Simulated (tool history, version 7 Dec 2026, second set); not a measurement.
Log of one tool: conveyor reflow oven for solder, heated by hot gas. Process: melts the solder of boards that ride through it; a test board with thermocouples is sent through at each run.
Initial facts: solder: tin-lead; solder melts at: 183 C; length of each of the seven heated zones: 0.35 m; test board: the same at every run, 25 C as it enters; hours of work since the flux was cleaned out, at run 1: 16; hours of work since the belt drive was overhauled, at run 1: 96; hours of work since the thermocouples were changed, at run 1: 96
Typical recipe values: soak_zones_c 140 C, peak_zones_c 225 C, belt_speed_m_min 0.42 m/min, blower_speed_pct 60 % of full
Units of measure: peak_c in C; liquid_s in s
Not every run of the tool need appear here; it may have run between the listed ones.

run    hour  soak_zones_c  peak_zones_c  belt_speed_m_min  blower_speed_pct  hours of work since the flux was cleaned out  hours of work since the belt drive was overhauled  hours of work since the thermocouples were changed  peak_c  liquid_s
  1       0           140           225              0.42                60                                            16                                                 96                                                  96  206.63      62.3
  2      75           140           225             0.453                60                                            71                                                150                                                 150  204.08        53
  3   112.6           140           225              0.42                67                                            98                                                178                                                 178  208.37      65.2
  4     150           154           225              0.42                60                                           125                                                205                                                 205  209.68      74.5
  5   198.3           154           225              0.42                60                                           160                                                240                                                 240  209.61      74.7
  6   229.9           136           225              0.42                60                                           183                                                263                                                 263  205.62      58.9
  7   295.2           136           225              0.42                60                                           231                                                310                                                 310   205.6      59.1
  8   365.3           136           225              0.42                75                                           281                                                361                                                 361  209.07      65.1
  9   438.2           136           225              0.42                75                                           334                                                414                                                 414  208.93      64.8
 10   501.2           136           225              0.42                75                                           380                                                460                                                 460  208.95        65
      543.1  -- flux residue cleaned out of gas plates and filters
 11   572.4           136           225              0.42                75                                            21                                                508                                                 508  210.65      68.1
 12   606.3           136           225              0.42                75                                            46                                                532                                                 532  210.67      67.9
 13   656.9           136           225              0.42                71                                            83                                                569                                                 569  209.73      66.4
 14   714.4           136           225              0.42                71                                           124                                                611                                                 611   209.7      66.4
 15   776.4           140           225              0.42                60                                           169                                                656                                                 656  207.74        65
 16   810.4           140           225              0.42                60                                           194                                                680                                                 680  207.89      64.7
 17     862           140           225              0.42                60                                           231                                                718                                                 718  207.65      64.6
 18   919.5           151           218             0.361                60                                           273                                                760                                                 760  208.01      86.1
 19   994.9           151           218             0.361                60                                           328                                                814                                                 814     208      86.4
       1007  -- belt drive overhauled, speed set with a stopwatch
 20  1070.6           140           225              0.42                67                                           380                                                 46                                                 866  209.51      68.8
       1112  -- flux residue cleaned out of gas plates and filters
 21    1144           140           225              0.42                59                                            23                                                 96                                                 916  208.89      67.6
 22  1200.7           130           221             0.486                81                                            64                                                137                                                 957   203.9      48.5
     1213.4  -- belt drive overhauled, speed set with a stopwatch, once more
 23  1260.4           130           221             0.486                81                                           105                                                 34                                                 998  202.47        44
 24  1293.9           136           225             0.383                60                                           129                                                 58                                                1022  209.92        72
 25  1336.5           129           220             0.416                56                                           160                                                 89                                                1053  200.31      47.1
 26  1413.1           129           220             0.416                56                                           216                                                145                                                1108  200.18      46.7
 27  1450.7           150           222             0.416                56                                           243                                                172                                                1136  206.84        68
 28  1495.9           150           225              0.42                81                                           276                                                205                                                1169  213.93      78.3
 29  1557.1           140           225              0.42                71                                           320                                                249                                                1213  210.25      67.6

Alternative continuations, all from the tool just after run 29; predict every row:
     1589.4  -- thermocouples of zones 6 and 7 changed
  A  1610.2           145           225             0.444                65                                           357                                                287                                                  15       ?         ?
     1589.4  -- thermocouples of zones 6 and 7 changed
  B  1610.2           144           225              0.42                60                                           357                                                287                                                  15       ?         ?
     1589.4  -- thermocouples of zones 6 and 7 changed
  C  1610.2           136           225             0.345                52                                           357                                                287                                                  15       ?         ?

run  peak_c  liquid_s
  A  206.23      60.3
  B  206.44      64.1
  C  208.87      79.1
What these runs would have given with no unlogged condition in the tool:
run  peak_c  liquid_s
  A  207.47      62.1
  B  207.57      65.7
  C  209.79      80.5
